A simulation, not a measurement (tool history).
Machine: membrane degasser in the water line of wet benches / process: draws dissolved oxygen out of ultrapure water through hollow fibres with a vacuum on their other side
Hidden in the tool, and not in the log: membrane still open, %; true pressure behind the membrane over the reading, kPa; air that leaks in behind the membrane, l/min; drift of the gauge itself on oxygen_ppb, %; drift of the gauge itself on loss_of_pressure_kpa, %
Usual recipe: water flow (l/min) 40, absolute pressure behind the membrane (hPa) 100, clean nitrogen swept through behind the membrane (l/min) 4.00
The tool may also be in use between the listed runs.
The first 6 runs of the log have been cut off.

run	hour	water flow (l/min)	absolute pressure behind the membrane (hPa)	clean nitrogen swept through behind the membrane (l/min)	hours since the membrane was changed	hours since the vacuum gauge was calibrated	hours since the vacuum lines were made tight	dissolved oxygen in the water behind the degasser (ppb)	pressure that the water loses in the fibres (hPa)
7	441.1	40	187	4.00	2968	3183	2140	364.1	303.7
8	498.3	40	187	4.00	3026	3240	2197	365.9	305.1
9	566.3	40	187	4.00	3094	3308	2265	369.7	305.6
10	613.6	40	187	4.00	3141	3355	2312	365.2	303.5
11	660.9	40	100	4.00	3188	3403	2359	170.8	303.5
12	746.1	40	100	11.31	3273	3488	2444	68.5	305.7
13	815.5	40	100	8.91	3343	3557	2514	84.6	305.2
14	890.5	40	100	8.91	3418	3632	2589	85.6	304.6
15	967.4	40	100	8.91	3495	3709	2666	84.9	305.9
16	1021.5	40	100	8.91	3549	3763	2720	83.9	303.5

Estimate the outcome of run 17 from the log above:
17	1092.0	40	100	8.91	3619	3834	2790	?	?

{"run 17": {"dissolved oxygen in the water behind the degasser (ppb)": 85.8, "pressure that the water loses in the fibres (hPa)": 303.4}}
Minus the tool's unlogged condition, the same run would have read dissolved oxygen in the water behind the degasser (ppb) 81.3, pressure that the water loses in the fibres (hPa) 295.5.
